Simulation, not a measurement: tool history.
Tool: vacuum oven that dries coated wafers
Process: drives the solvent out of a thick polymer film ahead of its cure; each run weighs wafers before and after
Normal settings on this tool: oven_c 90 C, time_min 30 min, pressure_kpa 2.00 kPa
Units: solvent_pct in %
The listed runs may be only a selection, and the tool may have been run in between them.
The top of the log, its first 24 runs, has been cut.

| run | day | oven_c | time_min | pressure_kpa | hours of work since the thermocouples were calibrated | hours of work since the vacuum gauge was cleaned of residue | solvent_pct |
|---|---|---|---|---|---|---|---|
| 25 | 22.362 | 93 | 24 | 2.00 | 822 | 165 | 4.13 |
| 26 | 23.108 | 84 | 33 | 1.08 | 836 | 179 | 4.18 |
| 27 | 24.021 | 95 | 19 | 1.87 | 853 | 196 | 4.02 |
| 28 | 24.625 | 95 | 34 | 4.00 | 865 | 208 | 6.59 |
| 29 | 25.621 | 95 | 34 | 4.00 | 884 | 227 | 6.54 |
| 30 | 26.367 | 95 | 37 | 2.33 | 898 | 241 | 3.87 |
| 31 | 27.250 | 95 | 37 | 2.33 | 915 | 258 | 3.77 |
| 32 | 28.404 | 95 | 37 | 2.33 | 937 | 280 | 3.83 |
| 33 | 29.446 | 95 | 37 | 2.33 | 957 | 300 | 3.96 |
| 34 | 30.483 | 76 | 18 | 2.76 | 976 | 319 | 12.64 |
| 35 | 31.408 | 101 | 49 | 1.28 | 994 | 337 | 1.85 |
| 36 | 32.421 | 101 | 49 | 1.28 | 1013 | 356 | 1.72 |
| 37 | 33.692 | 77 | 21 | 5.89 | 1038 | 381 | 16.09 |
| 38 | 34.438 | 93 | 16 | 5.89 | 1052 | 395 | 11.05 |
| 39 | 35.021 | 76 | 15 | 4.89 | 1063 | 406 | 16.39 |
| 40 | 36.062 | 87 | 51 | 4.89 | 1083 | 426 | 10.94 |
| 41 | 36.642 | 90 | 26 | 2.37 | 1094 | 437 | 5.62 |
| 42 | 37.596 | 90 | 26 | 2.37 | 1112 | 455 | 5.83 |
| 43 | 38.546 | 90 | 42 | 1.31 | 1130 | 473 | 3.07 |
| 44 | 39.150 | 87 | 42 | 1.06 | 1142 | 485 | 3.14 |
| 45 | 39.721 | 91 | 19 | 6.04 | 1153 | 496 | 12.21 |
| 46 | 40.367 | 100 | 18 | 2.90 | 1165 | 508 | 4.57 |
| 47 | 41.092 | 100 | 18 | 2.90 | 1179 | 522 | 4.51 |

Consider 4 possible next runs. They are alternatives, not a sequence: every one starts from the tool as it was left by run 47. What does each give?
| A | 41.625 | 102 | 18 | 5.89 | 1189 | 532 | ? |
| B | 41.625 | 100 | 36 | 1.36 | 1189 | 532 | ? |
| C | 41.625 | 79 | 30 | 2.14 | 1189 | 532 | ? |
| D | 41.625 | 78 | 26 | 2.00 | 1189 | 532 | ? |

| run | solvent_pct |
|---|---|
| A | 7.54 |
| B | 2.17 |
| C | 9.17 |
| D | 9.53 |
With no hidden state in the tool, these same runs would have given:
| run | solvent_pct |
|---|---|
| A | 6.99 |
| B | 1.76 |
| C | 8.22 |
| D | 8.63 |
